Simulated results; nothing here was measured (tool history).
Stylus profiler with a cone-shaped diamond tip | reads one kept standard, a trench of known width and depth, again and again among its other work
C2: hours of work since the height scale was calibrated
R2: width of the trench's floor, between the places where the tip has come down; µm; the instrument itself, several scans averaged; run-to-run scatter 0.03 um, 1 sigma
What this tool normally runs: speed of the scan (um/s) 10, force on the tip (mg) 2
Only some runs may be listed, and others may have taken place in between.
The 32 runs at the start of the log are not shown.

{"run": 33, "hour": 442.6, "speed of the scan (um/s)": 6, "force on the tip (mg)": 2.98, "scans with this tip": 3430, "C2": 71, "depth of the trench (nm)": 202.01, "R2": 98.13}
{"run": 34, "hour": 461.6, "speed of the scan (um/s)": 9, "force on the tip (mg)": 2.98, "scans with this tip": 3520, "C2": 79, "depth of the trench (nm)": 201.92, "R2": 98.11}
{"run": 35, "hour": 477.9, "speed of the scan (um/s)": 9, "force on the tip (mg)": 2.86, "scans with this tip": 3597, "C2": 86, "depth of the trench (nm)": 201.92, "R2": 98.14}
{"run": 36, "hour": 496.5, "speed of the scan (um/s)": 8, "force on the tip (mg)": 0.71, "scans with this tip": 3685, "C2": 95, "depth of the trench (nm)": 200.78, "R2": 98.09}
{"run": 37, "hour": 509.2, "speed of the scan (um/s)": 8, "force on the tip (mg)": 0.71, "scans with this tip": 3745, "C2": 100, "depth of the trench (nm)": 200.9, "R2": 98.04}
{"run": 38, "hour": 519.3, "speed of the scan (um/s)": 14, "force on the tip (mg)": 0.71, "scans with this tip": 3793, "C2": 105, "depth of the trench (nm)": 200.9, "R2": 97.93}
{"run": 39, "hour": 535.1, "speed of the scan (um/s)": 7, "force on the tip (mg)": 1.16, "scans with this tip": 3868, "C2": 112, "depth of the trench (nm)": 201.27, "R2": 98.04}
{"run": 40, "hour": 546.0, "speed of the scan (um/s)": 3, "force on the tip (mg)": 1.44, "scans with this tip": 3920, "C2": 117, "depth of the trench (nm)": 201.28, "R2": 98.1}
{"run": 41, "hour": 555.4, "speed of the scan (um/s)": 38, "force on the tip (mg)": 3.41, "scans with this tip": 3964, "C2": 121, "depth of the trench (nm)": 202.15, "R2": 97.99}
{"run": 42, "hour": 567.3, "speed of the scan (um/s)": 19, "force on the tip (mg)": 3.38, "scans with this tip": 4020, "C2": 126, "depth of the trench (nm)": 202.15, "R2": 98.02}
{"run": 43, "hour": 583.9, "speed of the scan (um/s)": 10, "force on the tip (mg)": 3.89, "scans with this tip": 4099, "C2": 133, "depth of the trench (nm)": 202.34, "R2": 98.1}
{"run": 44, "hour": 597.4, "speed of the scan (um/s)": 4, "force on the tip (mg)": 1.3, "scans with this tip": 4163, "C2": 139, "depth of the trench (nm)": 201.03, "R2": 98.09}
{"run": 45, "hour": 608.3, "speed of the scan (um/s)": 4, "force on the tip (mg)": 2.37, "scans with this tip": 4214, "C2": 144, "depth of the trench (nm)": 201.68, "R2": 98.05}

5 options for the next run, each taken on its own from the tool as it stands now. Forecast them:
{"run": "A", "hour": 623.3, "speed of the scan (um/s)": 2, "force on the tip (mg)": 2.37, "scans with this tip": 4285, "C2": 151, "depth of the trench (nm)": "?", "R2": "?"}
{"run": "B", "hour": 623.3, "speed of the scan (um/s)": 5, "force on the tip (mg)": 5.26, "scans with this tip": 4285, "C2": 151, "depth of the trench (nm)": "?", "R2": "?"}
{"run": "C", "hour": 623.3, "speed of the scan (um/s)": 17, "force on the tip (mg)": 1.16, "scans with this tip": 4285, "C2": 151, "depth of the trench (nm)": "?", "R2": "?"}
{"run": "D", "hour": 623.3, "speed of the scan (um/s)": 32, "force on the tip (mg)": 4.16, "scans with this tip": 4285, "C2": 151, "depth of the trench (nm)": "?", "R2": "?"}
{"run": "E", "hour": 623.3, "speed of the scan (um/s)": 13, "force on the tip (mg)": 1.24, "scans with this tip": 4285, "C2": 151, "depth of the trench (nm)": "?", "R2": "?"}

run=A depth_of_the_trench_(nm)=201.71 R2=98.07
run=B depth_of_the_trench_(nm)=202.76 R2=98.06
run=C depth_of_the_trench_(nm)=201.2 R2=97.98
run=D depth_of_the_trench_(nm)=202.22 R2=98.02
run=E depth_of_the_trench_(nm)=201.36 R2=98.06
With no hidden state in the tool, these same runs would have given:
run=A depth_of_the_trench_(nm)=201.48 R2=98.22
run=B depth_of_the_trench_(nm)=202.53 R2=98.22
run=C depth_of_the_trench_(nm)=200.97 R2=98.13
run=D depth_of_the_trench_(nm)=201.99 R2=98.18
run=E depth_of_the_trench_(nm)=201.13 R2=98.21
